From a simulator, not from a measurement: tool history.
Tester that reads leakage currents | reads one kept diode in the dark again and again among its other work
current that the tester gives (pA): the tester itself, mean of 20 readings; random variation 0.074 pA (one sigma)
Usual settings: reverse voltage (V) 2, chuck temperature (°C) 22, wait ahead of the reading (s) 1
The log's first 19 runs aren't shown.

run,day,reverse voltage (V),chuck temperature (°C),wait ahead of the reading (s),hours of work since the probe card was cleaned,hours of work since the tester was calibrated,hours of work since the chuck was calibrated,current that the tester gives (pA)
20,28.6,2,28,1,1622,474,1871,35.55
21,30.421,4.81,26,1,1649,500,1897,44.37
22,32.075,2.28,31,2.3,1673,525,1922,47.7
23,33.033,2,30,1.93,1687,539,1936,41.52
24,34.571,1.21,31,0.69,1710,561,1958,37.45
25,36.188,1.39,23,0.71,1734,585,1982,21.18
26,37.867,4.63,26,2.18,1758,610,2007,44
27,39.929,1.99,54,4.33,1788,640,2037,248.81
28,41.75,1.99,54,4.33,1815,667,2064,247.61
29,42.842,1.99,54,4.33,1831,683,2080,249.1
30,44.2,18.65,54,4.33,1851,703,2100,563.9
31,46.396,1.29,22,7.64,1883,735,2132,19.16

4 ways to go on from here, each from the tool as it stands after run 31. What would each give?
A,48.538,1.71,22,3.75,1915,766,2163,?
B,48.538,1.29,22,0.33,1915,766,2163,?
C,48.538,1.29,55,0.32,1915,766,2163,?
D,48.538,2.64,50,8.81,1915,766,2163,?

run,current that the tester gives (pA)
A,21.48
B,19.68
C,229.26
D,209.03
Without the tool's hidden state the same runs would have given:
run,current that the tester gives (pA)
A,17.09
B,15.98
C,205.32
D,184.97
